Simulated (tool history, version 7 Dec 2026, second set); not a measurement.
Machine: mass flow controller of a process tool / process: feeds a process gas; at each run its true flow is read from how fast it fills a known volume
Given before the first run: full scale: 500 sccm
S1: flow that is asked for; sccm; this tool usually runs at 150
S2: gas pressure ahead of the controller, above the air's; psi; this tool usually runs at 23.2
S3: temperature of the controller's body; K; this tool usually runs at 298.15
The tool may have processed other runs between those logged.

{"run": 1, "hour": 0.0, "S1": 150, "S2": 23.2, "S3": 298.15, "true flow (%)": 101.89}
{"run": 2, "hour": 84.7, "S1": 150, "S2": 23.2, "S3": 298.15, "true flow (%)": 102.07}
{"run": 3, "hour": 190.9, "S1": 150, "S2": 23.2, "S3": 298.15, "true flow (%)": 102.11}
{"run": 4, "hour": 336.7, "S1": 150, "S2": 23.2, "S3": 298.15, "true flow (%)": 102.13}
{"run": 5, "hour": 474.9, "S1": 150, "S2": 23.2, "S3": 312.15, "true flow (%)": 100.63}
{"run": 6, "hour": 626.0, "S1": 455, "S2": 23.2, "S3": 312.15, "true flow (%)": 100.95}
{"run": 7, "hour": 780.3, "S1": 150, "S2": 23.2, "S3": 297.15, "true flow (%)": 102.59}
{"run": 8, "hour": 922.2, "S1": 150, "S2": 23.2, "S3": 297.15, "true flow (%)": 102.56}
{"run": 9, "hour": 1058.8, "S1": 150, "S2": 23.2, "S3": 297.15, "true flow (%)": 102.67}
{"run": 10, "hour": 1142.0, "S1": 69, "S2": 23.2, "S3": 297.15, "true flow (%)": 104.9}
{"run": 11, "hour": 1236.1, "S1": 69, "S2": 23.2, "S3": 297.15, "true flow (%)": 104.87}
{"run": 12, "hour": 1371.3, "S1": 150, "S2": 23.2, "S3": 305.15, "true flow (%)": 101.95}
{"run": 13, "hour": 1494.5, "S1": 150, "S2": 23.2, "S3": 305.15, "true flow (%)": 102.03}
{"hour": 1503.2, "done": "controller's zero set anew"}
{"run": 14, "hour": 1598.5, "S1": 72, "S2": 23.2, "S3": 305.15, "true flow (%)": 105.91}
{"run": 15, "hour": 1751.5, "S1": 72, "S2": 23.2, "S3": 305.15, "true flow (%)": 105.97}
{"run": 16, "hour": 1839.8, "S1": 72, "S2": 23.2, "S3": 305.15, "true flow (%)": 106.1}
{"hour": 1906.8, "done": "controller's zero set anew, once more"}
{"run": 17, "hour": 1961.7, "S1": 150, "S2": 23.2, "S3": 297.15, "true flow (%)": 101.02}
{"run": 18, "hour": 2052.9, "S1": 150, "S2": 22.5, "S3": 297.15, "true flow (%)": 101.23}
{"run": 19, "hour": 2153.7, "S1": 150, "S2": 22.5, "S3": 297.15, "true flow (%)": 101.18}
{"run": 20, "hour": 2268.0, "S1": 150, "S2": 22.5, "S3": 297.15, "true flow (%)": 101.19}
{"run": 21, "hour": 2406.9, "S1": 150, "S2": 22.5, "S3": 297.15, "true flow (%)": 101.29}
{"run": 22, "hour": 2549.8, "S1": 150, "S2": 22.5, "S3": 297.15, "true flow (%)": 101.43}
{"run": 23, "hour": 2673.9, "S1": 150, "S2": 23.2, "S3": 296.15, "true flow (%)": 101.53}
{"run": 24, "hour": 2793.5, "S1": 150, "S2": 23.2, "S3": 298.15, "true flow (%)": 101.27}
{"run": 25, "hour": 2950.2, "S1": 197, "S2": 27.3, "S3": 298.15, "true flow (%)": 101.43}
{"run": 26, "hour": 3042.1, "S1": 264, "S2": 38.3, "S3": 310.15, "true flow (%)": 99.86}
{"run": 27, "hour": 3161.9, "S1": 264, "S2": 38.3, "S3": 310.15, "true flow (%)": 99.96}
{"run": 28, "hour": 3309.3, "S1": 243, "S2": 31.2, "S3": 300.15, "true flow (%)": 101.42}
{"run": 29, "hour": 3373.7, "S1": 243, "S2": 31.5, "S3": 301.15, "true flow (%)": 101.39}
{"run": 30, "hour": 3461.6, "S1": 102, "S2": 22.9, "S3": 312.15, "true flow (%)": 100.26}
{"run": 31, "hour": 3551.5, "S1": 440, "S2": 30.0, "S3": 312.15, "true flow (%)": 100.91}
{"run": 32, "hour": 3708.4, "S1": 134, "S2": 24.7, "S3": 312.15, "true flow (%)": 100.38}
{"run": 33, "hour": 3847.2, "S1": 134, "S2": 24.7, "S3": 312.15, "true flow (%)": 100.31}
{"run": 34, "hour": 3930.2, "S1": 134, "S2": 24.7, "S3": 312.15, "true flow (%)": 100.33}
{"run": 35, "hour": 4023.6, "S1": 54, "S2": 40.2, "S3": 298.15, "true flow (%)": 102.11}
{"run": 36, "hour": 4131.1, "S1": 108, "S2": 30.2, "S3": 312.15, "true flow (%)": 100.37}
{"run": 37, "hour": 4238.3, "S1": 108, "S2": 30.2, "S3": 312.15, "true flow (%)": 100.3}
{"run": 38, "hour": 4369.0, "S1": 108, "S2": 32.5, "S3": 295.15, "true flow (%)": 102.26}
{"run": 39, "hour": 4469.5, "S1": 150, "S2": 34.5, "S3": 293.15, "true flow (%)": 102.4}
{"run": 40, "hour": 4598.3, "S1": 150, "S2": 34.5, "S3": 293.15, "true flow (%)": 102.53}
{"run": 41, "hour": 4756.2, "S1": 269, "S2": 23.1, "S3": 298.15, "true flow (%)": 102.57}
{"run": 42, "hour": 4866.7, "S1": 271, "S2": 26.1, "S3": 309.15, "true flow (%)": 101.4}
{"run": 43, "hour": 4999.5, "S1": 150, "S2": 25.2, "S3": 301.15, "true flow (%)": 102.19}
{"run": 44, "hour": 5153.2, "S1": 150, "S2": 25.2, "S3": 301.15, "true flow (%)": 102.35}
{"run": 45, "hour": 5219.7, "S1": 150, "S2": 25.2, "S3": 301.15, "true flow (%)": 102.35}
{"run": 46, "hour": 5368.4, "S1": 78, "S2": 37.7, "S3": 296.15, "true flow (%)": 103.03}
{"run": 47, "hour": 5451.4, "S1": 78, "S2": 37.7, "S3": 296.15, "true flow (%)": 103.17}

3 options for the next run, each taken on its own from the tool as it stands now. Forecast them:
{"run": "A", "hour": 5604.5, "S1": 56, "S2": 23.2, "S3": 304.15, "true flow (%)": "?"}
{"run": "B", "hour": 5604.5, "S1": 225, "S2": 37.7, "S3": 296.15, "true flow (%)": "?"}
{"run": "C", "hour": 5604.5, "S1": 451, "S2": 21.2, "S3": 311.15, "true flow (%)": "?"}

run=A true_flow_(%)=103.59
run=B true_flow_(%)=102.47
run=C true_flow_(%)=102.35
Take away the tool's hidden state, keep each run's random variation, and the runs would have read:
run=A true_flow_(%)=97.45
run=B true_flow_(%)=98.44
run=C true_flow_(%)=98.68

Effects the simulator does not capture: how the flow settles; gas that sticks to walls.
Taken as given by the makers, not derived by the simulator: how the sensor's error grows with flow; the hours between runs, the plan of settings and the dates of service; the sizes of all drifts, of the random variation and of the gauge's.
